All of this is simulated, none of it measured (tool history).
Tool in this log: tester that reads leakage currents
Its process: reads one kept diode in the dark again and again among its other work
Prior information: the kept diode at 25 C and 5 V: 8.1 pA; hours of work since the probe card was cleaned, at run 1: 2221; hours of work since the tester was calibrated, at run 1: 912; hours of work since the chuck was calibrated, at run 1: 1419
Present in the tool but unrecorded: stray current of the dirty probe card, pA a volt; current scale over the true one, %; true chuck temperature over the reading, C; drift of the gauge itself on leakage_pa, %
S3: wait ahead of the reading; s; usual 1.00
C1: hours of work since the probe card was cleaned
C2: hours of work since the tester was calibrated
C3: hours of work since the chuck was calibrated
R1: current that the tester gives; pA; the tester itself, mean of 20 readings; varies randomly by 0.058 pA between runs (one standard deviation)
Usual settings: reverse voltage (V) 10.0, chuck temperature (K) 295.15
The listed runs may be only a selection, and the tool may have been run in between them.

run 1 hour=0.0 | reverse_voltage_(V)=10.0 chuck_temperature_(K)=295.15 S3=1.00 | C1=2221 C2=912 C3=1419 | R1=15.77
run 2 hour=63.6 | reverse_voltage_(V)=10.0 chuck_temperature_(K)=325.15 S3=1.00 | C1=2250 C2=941 C3=1448 | R1=118.06
run 3 hour=115.0 | reverse_voltage_(V)=10.0 chuck_temperature_(K)=325.15 S3=1.00 | C1=2273 C2=964 C3=1471 | R1=116.82
run 4 hour=183.0 | reverse_voltage_(V)=10.0 chuck_temperature_(K)=295.15 S3=1.00 | C1=2304 C2=995 C3=1502 | R1=15.91
run 5 hour=220.0 | reverse_voltage_(V)=10.0 chuck_temperature_(K)=295.15 S3=1.34 | C1=2321 C2=1012 C3=1519 | R1=15.58
run 6 hour=255.2 | reverse_voltage_(V)=10.0 chuck_temperature_(K)=295.15 S3=1.34 | C1=2337 C2=1028 C3=1535 | R1=15.64
run 7 hour=296.6 | reverse_voltage_(V)=10.0 chuck_temperature_(K)=295.15 S3=4.28 | C1=2355 C2=1047 C3=1554 | R1=15.19
run 8 hour=369.4 | reverse_voltage_(V)=10.0 chuck_temperature_(K)=295.15 S3=1.00 | C1=2388 C2=1080 C3=1587 | R1=16.13
run 9 hour=415.3 | reverse_voltage_(V)=10.0 chuck_temperature_(K)=295.15 S3=1.00 | C1=2409 C2=1100 C3=1607 | R1=16.12
run 10 hour=459.7 | reverse_voltage_(V)=4.1 chuck_temperature_(K)=316.15 S3=1.00 | C1=2429 C2=1121 C3=1628 | R1=36.10
run 11 hour=513.1 | reverse_voltage_(V)=11.6 chuck_temperature_(K)=295.15 S3=4.07 | C1=2453 C2=1145 C3=1652 | R1=17.23
-- hour=522.0 chuck's temperature calibrated
run 12 hour=572.4 | reverse_voltage_(V)=11.6 chuck_temperature_(K)=295.15 S3=4.07 | C1=2479 C2=1171 C3=23 | R1=17.08
run 13 hour=635.4 | reverse_voltage_(V)=2.2 chuck_temperature_(K)=294.15 S3=4.07 | C1=2508 C2=1199 C3=51 | R1=4.80
run 14 hour=689.0 | reverse_voltage_(V)=1.9 chuck_temperature_(K)=315.15 S3=2.53 | C1=2532 C2=1224 C3=76 | R1=21.44
run 15 hour=743.3 | reverse_voltage_(V)=6.7 chuck_temperature_(K)=313.15 S3=2.51 | C1=2557 C2=1248 C3=100 | R1=36.49

4 ways to go on from here, each from the tool as it stands after run 15. What would each give?
run A hour=800.2 | reverse_voltage_(V)=3.3 chuck_temperature_(K)=333.15 S3=1.01 | C1=2583 C2=1274 C3=126 | R1=?
run B hour=800.2 | reverse_voltage_(V)=3.4 chuck_temperature_(K)=323.15 S3=2.17 | C1=2583 C2=1274 C3=126 | R1=?
run C hour=800.2 | reverse_voltage_(V)=5.7 chuck_temperature_(K)=295.15 S3=1.25 | C1=2583 C2=1274 C3=126 | R1=?
run D hour=800.2 | reverse_voltage_(V)=6.2 chuck_temperature_(K)=302.15 S3=1.00 | C1=2583 C2=1274 C3=126 | R1=?

run=A R1=116.88
run=B R1=54.62
run=C R1=10.63
run=D R1=16.67
Take away the tool's hidden state, keep each run's random variation, and the runs would have read:
run=A R1=135.00
run=B R1=61.95
run=C R1=7.19
run=D R1=14.02
